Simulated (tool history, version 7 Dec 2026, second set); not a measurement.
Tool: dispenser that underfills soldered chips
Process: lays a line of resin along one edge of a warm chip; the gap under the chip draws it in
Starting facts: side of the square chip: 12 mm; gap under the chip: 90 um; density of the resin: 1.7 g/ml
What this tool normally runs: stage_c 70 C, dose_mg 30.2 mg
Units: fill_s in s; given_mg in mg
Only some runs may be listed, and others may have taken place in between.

run,hour,stage_c,dose_mg,fill_s,given_mg
1,0,70,30.2,122.6,27.12
# hour 9.4: dispensing valve cleaned and set on the balance
# hour 13.2: new syringe of resin
2,16.7,70,30.2,125.8,30.16
# hour 26.5: new syringe of resin
3,31.4,70,30.2,140,29.82
# hour 39.7: new syringe of resin
4,40,70,30.2,111,29.68
5,46.9,70,30.2,150,29.42
# hour 52.4: new syringe of resin
6,55.8,76,30.2,105.8,29.52
# hour 66.2: new syringe of resin
7,67.1,70,30.2,116.9,28.99
8,76.2,70,30.2,168.9,29.01
# hour 79: new syringe of resin
9,83.9,70,30.2,136.5,28.84
# hour 92.6: new syringe of resin
10,96.3,70,30.2,129.9,28.5
11,104.1,70,30.2,183.9,28.31
# hour 105.3: new syringe of resin
# hour 118.3: new syringe of resin
12,118.8,62,30.2,150.1,28.36
# hour 131.8: new syringe of resin
13,132.3,70,30.2,115,27.84
14,143.3,70,27,188.9,24.61
# hour 144.4: new syringe of resin
# hour 158.4: new syringe of resin
15,159.1,60,27,168.8,24.28
# hour 171.2: new syringe of resin
16,173.3,60,27,183.6,23.98
# hour 179.5: dispensing valve cleaned and set on the balance
17,180.9,60,27,232.2,26.97
# hour 185.7: new syringe of resin
18,188.6,60,27,180.5,26.59
# hour 198.2: new syringe of resin
19,203.9,78,34.8,102,34.1
# hour 211.4: new syringe of resin
20,211.8,70,30,108.3,29.25
# hour 224: new syringe of resin
21,224,63,33.9,133,32.79

Predict the results of run 22:
# hour 236.7: new syringe of resin
22,240.3,81,29.5,?,?

{"run 22": {"fill_s": 88.9, "given_mg": 28.66}}
Without the tool's hidden state the same run would have given fill_s 81.1 s, given_mg 29.92 mg.
